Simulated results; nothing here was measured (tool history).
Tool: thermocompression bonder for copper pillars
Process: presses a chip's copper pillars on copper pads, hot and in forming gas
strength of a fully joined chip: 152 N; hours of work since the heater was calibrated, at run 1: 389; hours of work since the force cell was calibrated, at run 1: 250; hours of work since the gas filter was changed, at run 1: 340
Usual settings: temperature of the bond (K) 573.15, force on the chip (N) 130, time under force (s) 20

run	hour	temperature of the bond (K)	force on the chip (N)	time under force (s)	hours of work since the heater was calibrated	hours of work since the force cell was calibrated	hours of work since the gas filter was changed	force that shears a chip off (N)
1	0	573.15	130	20	389	250	340	91.8
2	7.1	573.15	130	37	395	255	345	109.4
3	15.2	573.15	130	37	400	261	351	109.2
4	22.2	573.15	130	37	405	266	356	106.1
5	28.4	573.15	130	37	410	270	360	108.9
6	33.9	573.15	130	37	414	274	364	109.2
7	38.2	573.15	130	37	417	277	367	108.6
8	46.4	573.15	130	37	423	283	373	108.4
9	51.7	573.15	130	37	427	287	377	109.4
10	57.2	573.15	182	20	431	291	381	110.5
11	65.1	573.15	182	20	436	297	386	111.1
12	75.1	573.15	182	20	443	304	393	109.3
13	83.7	573.15	130	18	450	310	400	88.4
14	89.3	573.15	130	18	454	314	404	90.3
15	97.5	573.15	130	26	459	320	410	96.8
16	104.7	573.15	146	21	465	325	415	99.2
17	112.4	573.15	146	21	470	330	420	100.1
18	117.5	590.15	101	10	474	334	424	70.8
19	123.4	588.15	181	60	478	338	428	142.9
20	127.8	588.15	181	60	481	342	431	141.1
21	132.1	588.15	132	23	484	345	434	108.6
22	137	596.15	142	40	488	348	438	131.2
23	146.6	596.15	142	40	495	355	445	130.7
24	151.6	558.15	128	17	498	359	448	73.2
25	156.6	558.15	128	17	502	362	452	73.4
26	165.6	563.15	128	17	508	369	458	76.9
27	173.4	564.15	130	16	514	374	464	76.7
28	180.1	595.15	149	28	519	379	469	126.8
29	185.1	595.15	149	28	522	383	472	126.5

Forecast each of these 3 alternatives for the next run:
A	191.9	553.15	130	20	527	388	477	?
B	191.9	580.15	132	25	527	388	477	?
C	191.9	595.15	92	15	527	388	477	?

run	force that shears a chip off (N)
A	73.6
B	104.3
C	80
Without the tool's hidden state the same runs would have given:
run	force that shears a chip off (N)
A	73.9
B	104.6
C	80.2

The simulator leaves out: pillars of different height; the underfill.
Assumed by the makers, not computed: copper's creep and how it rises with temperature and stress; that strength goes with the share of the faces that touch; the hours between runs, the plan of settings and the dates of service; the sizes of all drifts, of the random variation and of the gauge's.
